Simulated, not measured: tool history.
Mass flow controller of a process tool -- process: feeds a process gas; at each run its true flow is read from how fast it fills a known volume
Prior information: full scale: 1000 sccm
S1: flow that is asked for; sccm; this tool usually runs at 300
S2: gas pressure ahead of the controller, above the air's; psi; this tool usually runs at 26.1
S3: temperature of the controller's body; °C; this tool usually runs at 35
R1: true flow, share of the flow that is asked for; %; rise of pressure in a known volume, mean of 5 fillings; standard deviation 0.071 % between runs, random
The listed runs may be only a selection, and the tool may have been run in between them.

run    hour   S1    S2  S3      R1
  1     0.0  300  26.1  35  100.11
  2   149.8  300  37.3  35   99.73
  3   308.0  300  37.3  35   99.75
  4   446.8  300  37.3  35   99.58
  5   596.8  300  37.3  24   98.25
  6   810.9  300  26.1  35   99.78
  7   968.0  300  26.1  35   99.78
  8  1208.5  300  26.1  39   99.99
  9  1398.3  300  26.1  39  100.13
 10  1512.8  300  26.1  39   99.91
 11  1727.8  300  26.1  39   99.72
 12  1882.9  300  26.1  27   98.18
 13  2049.2  385  26.1  35   99.40
 14  2195.3  385  26.1  35   99.43
     2350.8  -- controller's zero set anew
 15  2401.1  300  26.1  35   99.00
 16  2565.9  300  26.1  35   99.09
 17  2724.7  300  26.1  35   98.93
     2797.1  -- gauge calibrated
 18  2909.3  300  26.1  35   99.98
 19  3093.5  300  26.1  34   99.91
 20  3276.4  300  26.1  34   99.73
 21  3497.9  300  39.2  35   99.36
 22  3721.1  300  39.2  35   99.38
 23  3941.8  300  35.5  35   99.37
 24  4115.5  300  26.1  24   98.23
 25  4326.8  157  22.9  26   98.27
 26  4522.0  155  37.9  28   98.00
 27  4648.2  300  37.9  35   99.00
 28  4860.4  300  29.2  23   97.88
 29  5057.2  842  39.3  35   99.72
 30  5179.6  842  39.3  35   99.72
 31  5403.8  140  26.1  35   98.70
 32  5575.1  140  32.5  29   97.72
 33  5762.3  109  26.1  24   97.23
 34  5933.1  176  39.5  36   98.40
 35  6073.6  685  25.2  30   98.98
 36  6267.1  685  25.2  30   98.91
 37  6393.4  685  25.2  30   98.77
 38  6538.2  178  25.1  23   96.90
 39  6655.8  300  23.6  37   98.84
 40  6786.8  103  25.5  22   96.73
 41  6890.3  358  30.2  22   96.83
 42  7119.3  102  26.1  28   97.25
 43  7271.1  623  26.1  28   98.00
 44  7374.4  145  26.1  35   97.97
     7520.9  -- gauge calibrated
 45  7527.9  145  26.1  35   99.69
 46  7715.4  407  21.2  33  100.21
     7789.7  -- controller exchanged for a calibrated one
 47  7827.8  332  21.2  33   99.74
 48  8021.9  332  21.2  37  100.30

Consider 3 possible next runs. They are alternatives, not a sequence: every one starts from the tool as it was left by run 48. What does each give?
  A  8142.1  332  24.4  26   ?
  B  8142.1  300  26.1  29   ?
  C  8142.1  332  21.2  27   ?

run     R1
  A  98.83
  B  99.12
  C  99.18
With the hidden condition removed and each run's random variation left untouched, the same runs would have given:
run     R1
  A  99.07
  B  99.36
  C  99.42

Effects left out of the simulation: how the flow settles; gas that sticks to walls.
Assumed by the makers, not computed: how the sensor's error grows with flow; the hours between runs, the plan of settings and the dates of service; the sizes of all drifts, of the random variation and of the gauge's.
